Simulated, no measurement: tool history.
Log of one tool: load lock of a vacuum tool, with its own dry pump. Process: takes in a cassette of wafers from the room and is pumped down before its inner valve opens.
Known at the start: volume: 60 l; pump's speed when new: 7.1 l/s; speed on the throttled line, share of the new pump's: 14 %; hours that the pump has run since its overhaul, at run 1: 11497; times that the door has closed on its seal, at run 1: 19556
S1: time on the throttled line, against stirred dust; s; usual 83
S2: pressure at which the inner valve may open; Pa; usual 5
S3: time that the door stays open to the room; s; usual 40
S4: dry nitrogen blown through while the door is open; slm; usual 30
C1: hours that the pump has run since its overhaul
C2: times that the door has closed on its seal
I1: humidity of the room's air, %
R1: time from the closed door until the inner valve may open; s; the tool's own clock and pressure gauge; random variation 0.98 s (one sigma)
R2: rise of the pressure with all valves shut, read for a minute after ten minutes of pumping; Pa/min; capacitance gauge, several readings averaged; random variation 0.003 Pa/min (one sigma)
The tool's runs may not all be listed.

run 1 day=0 | S1=83 S2=5 S3=40 S4=30 | C1=11497 C2=19556 | I1=45.4 | R1=173.3 R2=0.125
run 2 day=20.708 | S1=83 S2=5 S3=40 S4=30 | C1=11994 C2=21663 | I1=42.4 | R1=172.6 R2=0.131
run 3 day=34.562 | S1=83 S2=5 S3=40 S4=30 | C1=12327 C2=23072 | I1=46.4 | R1=174.2 R2=0.148
run 4 day=54.362 | S1=83 S2=5 S3=57 S4=30 | C1=12802 C2=25087 | I1=44.3 | R1=175.3 R2=0.167
run 5 day=64.208 | S1=83 S2=5 S3=40 S4=30 | C1=13038 C2=26088 | I1=47.3 | R1=177.3 R2=0.176
run 6 day=79.879 | S1=55 S2=5 S3=40 S4=30 | C1=13414 C2=27682 | I1=48.3 | R1=156 R2=0.19
run 7 day=100.258 | S1=55 S2=5 S3=40 S4=30 | C1=13903 C2=29756 | I1=43.1 | R1=154.8 R2=0.204
run 8 day=114.838 | S1=55 S2=5 S3=40 S4=30 | C1=14253 C2=31239 | I1=45.1 | R1=156.7 R2=0.219
run 9 day=132.596 | S1=55 S2=5 S3=40 S4=30 | C1=14679 C2=33046 | I1=43.6 | R1=158.4 R2=0.236
run 10 day=153.171 | S1=83 S2=5 S3=40 S4=38 | C1=15173 C2=35139 | I1=44.9 | R1=182.6 R2=0.257
run 11 day=166.238 | S1=83 S2=5 S3=40 S4=38 | C1=15487 C2=36468 | I1=45 | R1=184.2 R2=0.273
-- day=173.279 dry pump taken out, an overhauled one fitted
run 12 day=175.425 | S1=83 S2=5 S3=40 S4=30 | C1=51 C2=37378 | I1=47.7 | R1=156.3 R2=0.273
run 13 day=189.775 | S1=83 S2=5 S3=40 S4=30 | C1=396 C2=38838 | I1=46.6 | R1=156.5 R2=0.301
run 14 day=199.283 | S1=121 S2=5 S3=40 S4=30 | C1=624 C2=39805 | I1=44.2 | R1=188.4 R2=0.306
run 15 day=217.021 | S1=83 S2=5 S3=40 S4=30 | C1=1050 C2=41609 | I1=45.1 | R1=157.5 R2=0.332
run 16 day=236.454 | S1=83 S2=5 S3=40 S4=24 | C1=1516 C2=43587 | I1=43.1 | R1=158.8 R2=0.361
run 17 day=251.275 | S1=83 S2=5 S3=40 S4=30 | C1=1872 C2=45094 | I1=47.7 | R1=156.8 R2=0.374
run 18 day=268.692 | S1=47 S2=5 S3=240 S4=30 | C1=2290 C2=46866 | I1=42.4 | R1=129.1 R2=0.432
run 19 day=288.908 | S1=47 S2=5 S3=240 S4=30 | C1=2775 C2=48923 | I1=45.8 | R1=131.3 R2=0.466
run 20 day=306.433 | S1=47 S2=5 S3=240 S4=30 | C1=3196 C2=50706 | I1=45.4 | R1=129.5 R2=0.493
run 21 day=319.608 | S1=67 S2=4 S3=35 S4=22 | C1=3512 C2=52047 | I1=46.7 | R1=150.3 R2=0.462
run 22 day=339.192 | S1=67 S2=4 S3=35 S4=22 | C1=3982 C2=54039 | I1=45.7 | R1=152.9 R2=0.487
run 23 day=354.308 | S1=83 S2=7 S3=37 S4=30 | C1=4345 C2=55577 | I1=43.3 | R1=159.3 R2=0.517
run 24 day=373.142 | S1=109 S2=5 S3=88 S4=30 | C1=4797 C2=57493 | I1=45.7 | R1=184.1 R2=0.549
run 25 day=386.862 | S1=83 S2=9 S3=70 S4=30 | C1=5126 C2=58889 | I1=43.5 | R1=158.6 R2=0.575
run 26 day=405.675 | S1=83 S2=5 S3=77 S4=30 | C1=5577 C2=60803 | I1=44.4 | R1=165.4 R2=0.607
run 27 day=417.258 | S1=94 S2=5 S3=65 S4=5 | C1=5856 C2=61982 | I1=47.4 | R1=174.2 R2=0.649
-- day=429.875 door's seal changed, seat wiped
run 28 day=430.783 | S1=150 S2=5 S3=65 S4=5 | C1=6179 C2=93 | I1=46.7 | R1=220.6 R2=0.041
run 29 day=442.975 | S1=159 S2=5 S3=65 S4=9 | C1=6471 C2=1333 | I1=41.9 | R1=229.7 R2=0.033
run 30 day=464.375 | S1=159 S2=5 S3=65 S4=9 | C1=6985 C2=3511 | I1=41.2 | R1=232.2 R2=0.043
run 31 day=473.2 | S1=159 S2=5 S3=65 S4=9 | C1=7197 C2=4408 | I1=46.4 | R1=229.7 R2=0.049
run 32 day=489.462 | S1=53 S2=7 S3=33 S4=16 | C1=7587 C2=6063 | I1=42.4 | R1=139 R2=0.045
run 33 day=501.404 | S1=53 S2=7 S3=33 S4=16 | C1=7873 C2=7278 | I1=41.1 | R1=140.4 R2=0.04

5 ways to go on from here, each from the tool as it stands after run 33. What would each give?
run A day=520.529 | S1=53 S2=7 S3=183 S4=4 | C1=8332 C2=9224 | I1=44.7 | R1=? R2=?
run B day=520.529 | S1=53 S2=7 S3=83 S4=16 | C1=8332 C2=9224 | I1=42.1 | R1=? R2=?
run C day=520.529 | S1=144 S2=5 S3=40 S4=30 | C1=8332 C2=9224 | I1=44.5 | R1=? R2=?
run D day=520.529 | S1=53 S2=5 S3=68 S4=29 | C1=8332 C2=9224 | I1=46.8 | R1=? R2=?
run E day=520.529 | S1=53 S2=4 S3=33 S4=8 | C1=8332 C2=9224 | I1=44.2 | R1=? R2=?

run=A R1=142.4 R2=0.117
run=B R1=141.5 R2=0.072
run=C R1=218 R2=0.057
run=D R1=144.3 R2=0.064
run=E R1=148.2 R2=0.062
Without the tool's hidden state the same runs would have given:
run=A R1=128.4 R2=0.079
run=B R1=127.7 R2=0.033
run=C R1=206 R2=0.019
run=D R1=129.8 R2=0.026
run=E R1=133 R2=0.024

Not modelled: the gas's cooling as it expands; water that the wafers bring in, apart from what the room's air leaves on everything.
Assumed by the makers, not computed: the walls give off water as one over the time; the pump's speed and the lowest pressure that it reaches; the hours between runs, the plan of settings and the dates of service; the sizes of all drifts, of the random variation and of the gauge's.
